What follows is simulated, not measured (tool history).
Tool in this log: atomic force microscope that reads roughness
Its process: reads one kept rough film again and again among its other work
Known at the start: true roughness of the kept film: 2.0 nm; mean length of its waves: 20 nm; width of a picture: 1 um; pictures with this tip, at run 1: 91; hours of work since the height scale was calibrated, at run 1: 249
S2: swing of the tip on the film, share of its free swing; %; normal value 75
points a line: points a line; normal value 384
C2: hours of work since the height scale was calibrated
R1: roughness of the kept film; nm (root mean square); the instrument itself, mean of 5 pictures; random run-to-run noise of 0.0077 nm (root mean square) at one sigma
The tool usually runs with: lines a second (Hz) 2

{"run": 1, "hour": 0.0, "lines a second (Hz)": 2, "S2": 75, "points a line": 384, "pictures with this tip": 91, "C2": 249, "R1": 1.555}
{"run": 2, "hour": 7.2, "lines a second (Hz)": 2, "S2": 75, "points a line": 384, "pictures with this tip": 105, "C2": 254, "R1": 1.527}
{"run": 3, "hour": 21.2, "lines a second (Hz)": 2, "S2": 75, "points a line": 384, "pictures with this tip": 132, "C2": 265, "R1": 1.526}
{"run": 4, "hour": 32.4, "lines a second (Hz)": 2, "S2": 75, "points a line": 384, "pictures with this tip": 154, "C2": 274, "R1": 1.486}
{"run": 5, "hour": 46.3, "lines a second (Hz)": 2, "S2": 75, "points a line": 384, "pictures with this tip": 182, "C2": 285, "R1": 1.475}
{"run": 6, "hour": 52.9, "lines a second (Hz)": 2, "S2": 75, "points a line": 384, "pictures with this tip": 195, "C2": 290, "R1": 1.453}
{"run": 7, "hour": 62.3, "lines a second (Hz)": 2, "S2": 75, "points a line": 384, "pictures with this tip": 213, "C2": 297, "R1": 1.431}
{"run": 8, "hour": 72.7, "lines a second (Hz)": 2, "S2": 75, "points a line": 384, "pictures with this tip": 234, "C2": 305, "R1": 1.425}
{"run": 9, "hour": 79.4, "lines a second (Hz)": 2, "S2": 75, "points a line": 384, "pictures with this tip": 247, "C2": 311, "R1": 1.402}
{"hour": 81.2, "done": "new tip fitted"}
{"run": 10, "hour": 93.6, "lines a second (Hz)": 2, "S2": 75, "points a line": 384, "pictures with this tip": 25, "C2": 321, "R1": 1.614}
{"run": 11, "hour": 107.0, "lines a second (Hz)": 2, "S2": 75, "points a line": 384, "pictures with this tip": 51, "C2": 332, "R1": 1.58}
{"run": 12, "hour": 117.7, "lines a second (Hz)": 2, "S2": 75, "points a line": 384, "pictures with this tip": 72, "C2": 340, "R1": 1.55}
{"run": 13, "hour": 127.0, "lines a second (Hz)": 2, "S2": 75, "points a line": 384, "pictures with this tip": 90, "C2": 347, "R1": 1.552}
{"run": 14, "hour": 136.2, "lines a second (Hz)": 2, "S2": 75, "points a line": 384, "pictures with this tip": 109, "C2": 354, "R1": 1.532}
{"run": 15, "hour": 145.7, "lines a second (Hz)": 2, "S2": 75, "points a line": 384, "pictures with this tip": 127, "C2": 362, "R1": 1.516}
{"run": 16, "hour": 158.8, "lines a second (Hz)": 2, "S2": 75, "points a line": 384, "pictures with this tip": 153, "C2": 372, "R1": 1.478}
{"run": 17, "hour": 167.0, "lines a second (Hz)": 2, "S2": 75, "points a line": 384, "pictures with this tip": 169, "C2": 378, "R1": 1.473}
{"run": 18, "hour": 181.4, "lines a second (Hz)": 2, "S2": 75, "points a line": 384, "pictures with this tip": 197, "C2": 390, "R1": 1.445}
{"run": 19, "hour": 188.5, "lines a second (Hz)": 2, "S2": 75, "points a line": 384, "pictures with this tip": 211, "C2": 395, "R1": 1.442}
{"run": 20, "hour": 202.6, "lines a second (Hz)": 2, "S2": 75, "points a line": 384, "pictures with this tip": 239, "C2": 406, "R1": 1.426}
{"hour": 207.9, "done": "new tip fitted"}
{"run": 21, "hour": 214.9, "lines a second (Hz)": 1.54, "S2": 75, "points a line": 384, "pictures with this tip": 13, "C2": 415, "R1": 1.66}
{"run": 22, "hour": 223.5, "lines a second (Hz)": 1.54, "S2": 75, "points a line": 384, "pictures with this tip": 30, "C2": 422, "R1": 1.643}
{"run": 23, "hour": 233.3, "lines a second (Hz)": 2, "S2": 76, "points a line": 384, "pictures with this tip": 49, "C2": 430, "R1": 1.583}
{"run": 24, "hour": 244.3, "lines a second (Hz)": 1.92, "S2": 75, "points a line": 294, "pictures with this tip": 71, "C2": 438, "R1": 1.549}
{"run": 25, "hour": 258.9, "lines a second (Hz)": 2, "S2": 81, "points a line": 493, "pictures with this tip": 100, "C2": 449, "R1": 1.512}
{"run": 26, "hour": 265.3, "lines a second (Hz)": 0.95, "S2": 56, "points a line": 553, "pictures with this tip": 112, "C2": 454, "R1": 1.653}
{"run": 27, "hour": 277.7, "lines a second (Hz)": 0.95, "S2": 56, "points a line": 553, "pictures with this tip": 137, "C2": 464, "R1": 1.626}
{"run": 28, "hour": 284.1, "lines a second (Hz)": 0.95, "S2": 56, "points a line": 553, "pictures with this tip": 149, "C2": 469, "R1": 1.613}
{"run": 29, "hour": 291.5, "lines a second (Hz)": 0.95, "S2": 56, "points a line": 553, "pictures with this tip": 164, "C2": 475, "R1": 1.605}
{"run": 30, "hour": 306.1, "lines a second (Hz)": 2.31, "S2": 61, "points a line": 544, "pictures with this tip": 193, "C2": 486, "R1": 1.517}
{"run": 31, "hour": 313.6, "lines a second (Hz)": 1.35, "S2": 71, "points a line": 927, "pictures with this tip": 207, "C2": 492, "R1": 1.518}
{"run": 32, "hour": 319.8, "lines a second (Hz)": 1.21, "S2": 64, "points a line": 546, "pictures with this tip": 220, "C2": 497, "R1": 1.522}
{"run": 33, "hour": 329.8, "lines a second (Hz)": 1.21, "S2": 64, "points a line": 546, "pictures with this tip": 239, "C2": 505, "R1": 1.51}
{"hour": 335.3, "done": "new tip fitted"}
{"run": 34, "hour": 341.4, "lines a second (Hz)": 2.34, "S2": 64, "points a line": 341, "pictures with this tip": 12, "C2": 513, "R1": 1.673}
{"run": 35, "hour": 355.7, "lines a second (Hz)": 1.77, "S2": 73, "points a line": 1006, "pictures with this tip": 40, "C2": 524, "R1": 1.637}
{"run": 36, "hour": 366.8, "lines a second (Hz)": 1.6, "S2": 73, "points a line": 1006, "pictures with this tip": 62, "C2": 533, "R1": 1.651}
{"run": 37, "hour": 380.5, "lines a second (Hz)": 1.6, "S2": 73, "points a line": 1006, "pictures with this tip": 89, "C2": 544, "R1": 1.594}
{"run": 38, "hour": 391.7, "lines a second (Hz)": 2, "S2": 68, "points a line": 514, "pictures with this tip": 111, "C2": 552, "R1": 1.588}
{"run": 39, "hour": 401.9, "lines a second (Hz)": 2, "S2": 68, "points a line": 514, "pictures with this tip": 131, "C2": 560, "R1": 1.556}
{"run": 40, "hour": 416.5, "lines a second (Hz)": 2.95, "S2": 71, "points a line": 514, "pictures with this tip": 160, "C2": 572, "R1": 1.461}
{"run": 41, "hour": 431.0, "lines a second (Hz)": 2, "S2": 75, "points a line": 403, "pictures with this tip": 188, "C2": 583, "R1": 1.438}
{"run": 42, "hour": 444.9, "lines a second (Hz)": 2, "S2": 59, "points a line": 259, "pictures with this tip": 216, "C2": 594, "R1": 1.487}
{"run": 43, "hour": 453.2, "lines a second (Hz)": 2, "S2": 59, "points a line": 259, "pictures with this tip": 232, "C2": 600, "R1": 1.466}
{"hour": 463.2, "done": "new tip fitted"}
{"run": 44, "hour": 464.2, "lines a second (Hz)": 2, "S2": 59, "points a line": 259, "pictures with this tip": 2, "C2": 608, "R1": 1.705}
{"run": 45, "hour": 474.9, "lines a second (Hz)": 1.45, "S2": 61, "points a line": 383, "pictures with this tip": 23, "C2": 617, "R1": 1.725}
{"run": 46, "hour": 484.3, "lines a second (Hz)": 1.45, "S2": 61, "points a line": 383, "pictures with this tip": 41, "C2": 624, "R1": 1.7}

Describe how what the log doesn't record of the tool's condition differs between the last listed run preceding each entry between runs and the first listed run following it.
Run 9 -> run 10: new tip fitted (hour 81.2)
  radius of the tip, nm: 14.6 -> 6.1; height scale over the true one, %: 0.47 -> 0.49
  measured less the result without the state, R1: -0.235 -> -0.023 nm (root mean square)
Run 20 -> run 21: new tip fitted (hour 207.9)
  radius of the tip, nm: 14.5 -> 5.9; height scale over the true one, %: 0.65 -> 0.67
  measured less the result without the state, R1: -0.23 -> -0.016 nm (root mean square)
Run 33 -> run 34: new tip fitted (hour 335.3)
  radius of the tip, nm: 14.7 -> 5.8; height scale over the true one, %: 0.83 -> 0.85
  measured less the result without the state, R1: -0.248 -> -0.01 nm (root mean square)
Run 43 -> run 44: new tip fitted (hour 463.2)
  radius of the tip, nm: 14.7 -> 5.5; height scale over the true one, %: 1 -> 1.02
  measured less the result without the state, R1: -0.239 -> +0.003 nm (root mean square)

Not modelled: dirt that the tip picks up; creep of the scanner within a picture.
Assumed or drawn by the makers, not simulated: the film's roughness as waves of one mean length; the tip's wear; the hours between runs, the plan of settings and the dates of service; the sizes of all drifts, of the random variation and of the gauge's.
